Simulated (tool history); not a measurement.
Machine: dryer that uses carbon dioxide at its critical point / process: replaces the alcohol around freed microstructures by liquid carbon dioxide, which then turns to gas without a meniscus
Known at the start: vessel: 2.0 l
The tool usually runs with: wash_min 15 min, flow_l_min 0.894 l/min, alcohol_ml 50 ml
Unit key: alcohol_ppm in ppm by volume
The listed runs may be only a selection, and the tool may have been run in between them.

run	hour	wash_min	flow_l_min	alcohol_ml	alcohol_ppm
1	0.0	15	0.894	50	222
2	70.1	15	0.894	50	224
3	104.5	15	0.894	50	225
4	141.1	15	0.696	50	524
5	199.6	15	0.894	41	208
6	257.7	15	0.894	41	228
7	291.8	15	0.894	50	246
8	360.3	15	0.894	50	255
9	397.3	15	0.894	50	269
# hour 436.3: inlet filter changed
10	445.8	15	0.894	73	272
11	476.8	15	0.894	50	229
12	524.7	15	0.894	50	245
13	567.8	15	0.741	50	399
14	599.8	15	0.741	50	401
15	646.2	15	0.894	50	253
16	716.4	15	0.894	50	245
17	767.7	13	0.894	50	377
18	816.9	13	0.894	50	385
19	876.8	13	0.894	50	385
20	935.8	15	0.894	50	281
21	1007.8	15	0.894	50	288
22	1068.3	10	1.268	23	261
23	1115.7	16	0.781	104	527
24	1168.8	16	0.781	104	527
25	1218.3	14	1.408	24	212
26	1264.8	14	1.408	24	221
27	1313.1	17	1.393	22	212
28	1367.9	23	1.178	60	221
29	1397.7	23	1.178	60	221
30	1430.5	13	0.902	50	445
31	1473.8	13	0.902	50	453
32	1542.4	23	1.156	50	234
33	1611.1	23	1.156	50	235
34	1647.0	10	0.636	50	2334
# hour 1713.0: purifier's bed changed
35	1720.1	10	0.636	50	2087
36	1754.0	15	0.973	50	84
37	1811.4	19	0.894	50	45
# hour 1828.4: inlet filter changed
38	1876.6	12	0.901	50	293
39	1934.5	14	0.894	56	168
40	1983.0	17	1.304	50	33
41	2017.4	20	0.845	82	62
42	2084.3	20	0.846	99	82

Consider 5 possible next runs. They are alternatives, not a sequence: every one starts from the tool as it was left by run 42. What does each give?
A	2141.3	13	0.673	59	?
B	2141.3	15	0.633	50	?
C	2141.3	14	0.599	40	?
D	2141.3	20	0.771	99	?
E	2141.3	20	1.334	55	?

run	alcohol_ppm
A	872
B	549
C	700
D	125
E	49
Stripped of hidden state, with their random variation kept, the same runs would have yielded:
run	alcohol_ppm
A	798
B	488
C	635
D	80
E	12
